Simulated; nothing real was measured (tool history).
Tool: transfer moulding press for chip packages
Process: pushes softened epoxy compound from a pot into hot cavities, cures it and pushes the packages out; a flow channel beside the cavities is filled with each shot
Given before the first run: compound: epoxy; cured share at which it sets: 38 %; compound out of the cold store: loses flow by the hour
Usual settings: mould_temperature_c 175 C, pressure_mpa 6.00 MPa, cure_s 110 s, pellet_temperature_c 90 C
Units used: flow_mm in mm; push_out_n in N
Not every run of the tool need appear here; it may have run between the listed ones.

run,hour,mould_temperature_c,pressure_mpa,cure_s,pellet_temperature_c,incoming compound's hours out of the cold store,flow_mm,push_out_n
1,0.0,175,6.00,110,90,31.6,521,376
2,30.3,175,6.00,109,90,34.8,512,392
# hour 57.5: cavities cleaned with cleaning compound and waxed
3,62.3,175,6.00,110,90,40.2,502,257
4,99.3,175,6.94,110,90,27.5,556,334
5,131.5,175,6.94,110,90,26.5,557,387
# hour 147.7: plunger's sealing rings changed
6,154.4,175,6.00,110,90,9.7,579,384
# hour 185.4: cavities cleaned with cleaning compound and waxed
7,185.4,175,6.22,110,90,22.0,569,245
8,215.9,175,6.22,110,90,14.1,578,309
9,241.6,175,6.00,110,90,8.8,575,374
10,278.3,175,6.00,110,90,35.2,528,383
# hour 310.8: cavities cleaned with cleaning compound and waxed
11,310.8,175,6.00,110,90,36.6,528,243
12,340.7,175,6.00,110,84,30.2,531,322
13,371.9,175,6.00,110,84,38.1,519,367
14,403.9,175,6.00,110,84,39.4,515,386
# hour 437.8: cavities cleaned with cleaning compound and waxed
15,440.8,175,6.00,110,80,43.4,504,246
16,457.9,175,7.26,96,90,8.9,614,382
17,480.0,168,4.93,100,95,28.1,485,587
18,517.9,168,4.93,100,95,10.8,513,681
19,537.7,181,4.93,99,95,43.2,439,350
# hour 564.9: cavities cleaned with cleaning compound and waxed
20,570.4,181,4.93,99,95,21.5,469,244
# hour 602.5: plunger's sealing rings changed
21,604.5,183,6.91,133,81,43.8,548,295
22,635.7,176,6.00,96,87,23.8,555,427
# hour 667.0: mould's thermocouples calibrated
23,667.4,176,6.00,96,87,14.2,572,473
24,683.5,176,6.00,96,87,42.0,520,462
# hour 695.0: cavities cleaned with cleaning compound and waxed
25,711.1,176,6.00,96,87,23.7,548,343
26,739.6,176,6.00,96,87,9.3,570,425
27,755.9,176,6.00,96,87,23.9,545,411
28,789.3,175,5.44,122,90,36.0,499,363
29,815.1,175,5.44,138,90,18.3,527,364

What would each run have given without the hidden state, its run-to-run variation left as it was?
The hidden state here: true mould temperature over the reading, C; pressure that reaches the compound, % of what is set; grip of the stained cavities, % over clean ones'; drift of the gauge itself on flow_mm, %; drift of the gauge itself on push_out_n, %.
run,flow_mm,push_out_n
1,547,242
2,541,244
3,534,242
4,594,240
5,598,254
6,581,245
7,574,242
8,586,237
9,585,260
10,540,245
11,542,244
12,548,251
13,538,250
14,536,249
15,528,240
16,646,323
17,512,445
18,545,463
19,467,221
20,502,229
21,551,214
22,561,294
23,579,300
24,528,286
25,558,286
26,583,301
27,558,276
28,514,228
29,544,223

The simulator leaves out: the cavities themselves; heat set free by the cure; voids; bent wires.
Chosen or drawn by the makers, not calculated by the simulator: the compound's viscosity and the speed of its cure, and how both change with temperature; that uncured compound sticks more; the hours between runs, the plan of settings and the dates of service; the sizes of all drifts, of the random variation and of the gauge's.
